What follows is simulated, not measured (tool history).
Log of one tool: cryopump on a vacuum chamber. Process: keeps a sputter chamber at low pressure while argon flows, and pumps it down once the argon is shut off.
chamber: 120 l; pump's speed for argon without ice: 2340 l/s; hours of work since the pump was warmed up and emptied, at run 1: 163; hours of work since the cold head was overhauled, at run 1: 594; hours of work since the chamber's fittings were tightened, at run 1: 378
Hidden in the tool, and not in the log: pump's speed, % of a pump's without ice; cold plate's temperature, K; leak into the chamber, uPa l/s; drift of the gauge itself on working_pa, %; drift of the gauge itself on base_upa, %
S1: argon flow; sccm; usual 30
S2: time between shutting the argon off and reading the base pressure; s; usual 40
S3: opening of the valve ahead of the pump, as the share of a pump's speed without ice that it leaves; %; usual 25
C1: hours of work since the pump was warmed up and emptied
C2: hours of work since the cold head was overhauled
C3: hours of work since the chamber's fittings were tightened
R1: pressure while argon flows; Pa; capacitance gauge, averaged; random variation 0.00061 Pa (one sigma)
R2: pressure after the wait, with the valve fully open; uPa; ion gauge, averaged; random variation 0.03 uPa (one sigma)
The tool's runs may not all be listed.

| run | hour | S1 | S2 | S3 | C1 | C2 | C3 | R1 | R2 |
|---|---|---|---|---|---|---|---|---|---|
| 1 | 0 | 30 | 40 | 25 | 163 | 594 | 378 | 0.0886 | 1.65 |
| 2 | 8.2 | 30 | 161 | 25 | 171 | 601 | 385 | 0.0899 | 0.55 |
| 3 | 17.6 | 30 | 161 | 25 | 179 | 609 | 393 | 0.0904 | 0.57 |
| 4 | 35 | 30 | 161 | 25 | 194 | 625 | 408 | 0.0898 | 0.59 |
| 5 | 43.3 | 46 | 40 | 25 | 201 | 632 | 415 | 0.1386 | 1.67 |
| 6 | 57.5 | 46 | 40 | 25 | 214 | 644 | 428 | 0.139 | 1.57 |
| 7 | 68.1 | 30 | 40 | 42 | 223 | 653 | 437 | 0.0554 | 1.62 |
| 8 | 81.2 | 40 | 40 | 42 | 234 | 665 | 448 | 0.0747 | 1.63 |
| 9 | 88.7 | 30 | 40 | 19 | 241 | 671 | 455 | 0.1197 | 1.68 |
| 10 | 96.3 | 30 | 40 | 19 | 247 | 678 | 462 | 0.1191 | 1.68 |

Forecast each of these 5 alternatives for the next run:
| A | 105.3 | 30 | 40 | 19 | 255 | 686 | 469 | ? | ? |
| B | 105.3 | 30 | 40 | 23 | 255 | 686 | 469 | ? | ? |
| C | 105.3 | 15 | 40 | 19 | 255 | 686 | 469 | ? | ? |
| D | 105.3 | 30 | 75 | 25 | 255 | 686 | 469 | ? | ? |
| E | 105.3 | 30 | 77 | 26 | 255 | 686 | 469 | ? | ? |

| run | R1 | R2 |
|---|---|---|
| A | 0.1193 | 1.6 |
| B | 0.0993 | 1.58 |
| C | 0.0596 | 1.67 |
| D | 0.0919 | 1 |
| E | 0.0876 | 0.97 |
Without the tool's hidden state the same runs would have given:
| run | R1 | R2 |
|---|---|---|
| A | 0.1143 | 1.45 |
| B | 0.0944 | 1.43 |
| C | 0.0572 | 1.51 |
| D | 0.087 | 0.85 |
| E | 0.0827 | 0.82 |
